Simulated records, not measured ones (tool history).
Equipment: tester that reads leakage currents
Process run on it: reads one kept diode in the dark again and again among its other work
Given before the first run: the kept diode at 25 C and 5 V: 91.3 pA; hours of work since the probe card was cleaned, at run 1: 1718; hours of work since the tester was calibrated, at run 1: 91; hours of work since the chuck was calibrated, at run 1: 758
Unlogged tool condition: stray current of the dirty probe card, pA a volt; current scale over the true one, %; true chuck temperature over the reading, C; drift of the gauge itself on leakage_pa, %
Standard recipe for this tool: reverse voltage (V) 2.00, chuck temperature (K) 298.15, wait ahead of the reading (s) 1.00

run	hour	reverse voltage (V)	chuck temperature (K)	wait ahead of the reading (s)	hours of work since the probe card was cleaned	hours of work since the tester was calibrated	hours of work since the chuck was calibrated	current that the tester gives (pA)
1	0.0	2.00	298.15	1.00	1718	91	758	54.99
2	86.8	2.00	298.15	1.00	1759	132	799	54.83
3	179.3	2.00	298.15	0.38	1802	176	843	55.95
4	225.8	10.18	298.15	1.00	1824	198	865	140.74
5	302.7	10.18	298.15	1.00	1861	234	901	141.84
6	382.7	10.18	298.15	1.00	1899	272	939	140.52
7	427.2	10.18	298.15	1.00	1920	293	960	141.04
8	486.5	10.18	298.15	1.00	1948	321	988	141.05
9	576.6	10.18	298.15	1.00	1990	363	1031	140.94
10	659.5	2.00	298.15	1.00	2029	402	1070	54.72
11	708.9	2.00	298.15	1.00	2053	426	1093	54.80
12	796.8	2.00	298.15	1.00	2094	467	1135	54.80
13	881.8	2.00	298.15	1.00	2134	507	1175	54.70
14	955.5	2.00	298.15	1.00	2169	542	1210	54.80
15	1029.7	2.00	298.15	1.00	2204	577	1245	54.75
16	1112.3	2.00	298.15	1.00	2243	616	1284	54.85
17	1201.5	2.00	298.15	2.43	2285	658	1326	54.24
18	1273.7	2.00	298.15	2.43	2319	692	1360	54.17
19	1326.3	6.45	312.15	0.58	2344	717	1385	356.35
20	1394.7	1.38	322.15	0.92	2376	750	1417	321.01
21	1468.0	17.52	298.15	0.97	2411	784	1452	195.08
22	1513.8	17.52	327.15	0.78	2433	806	1473	2019.10
23	1559.3	8.47	298.15	1.00	2454	827	1495	126.18
24	1610.7	8.47	298.15	0.56	2478	852	1519	129.76
25	1691.0	8.47	298.15	0.56	2516	889	1557	129.94
26	1737.2	1.95	304.15	2.17	2538	911	1579	90.64
27	1797.0	6.97	308.15	0.48	2566	940	1607	268.36
28	1852.2	6.97	293.15	2.90	2592	966	1633	70.94
29	1930.5	7.36	298.15	1.20	2629	1003	1670	116.82
30	2018.1	7.36	298.15	1.20	2671	1044	1711	116.23
31	2099.4	9.26	298.15	7.14	2709	1082	1750	130.78
32	2177.8	9.26	298.15	7.14	2746	1119	1787	130.58
33	2241.7	9.26	298.15	7.14	2776	1150	1817	130.66
34	2313.5	2.00	298.15	2.00	2810	1183	1851	54.29
35	2369.3	2.00	298.15	1.79	2837	1210	1877	54.21

Each row is a separate what-if for the run after 35, all from the same tool condition, not one after another. Results?
A	2441.4	4.95	320.15	1.00	2871	1244	1911	?
B	2441.4	15.40	293.15	0.80	2871	1244	1911	?
C	2441.4	6.59	298.15	1.00	2871	1244	1911	?
D	2441.4	11.13	314.15	5.18	2871	1244	1911	?
E	2441.4	6.20	298.15	1.00	2871	1244	1911	?

run	current that the tester gives (pA)
A	569.90
B	117.46
C	109.69
D	567.18
E	106.46
Had the tool no hidden state, the same runs would have come out as:
run	current that the tester gives (pA)
A	571.07
B	117.49
C	109.84
D	568.28
E	106.61
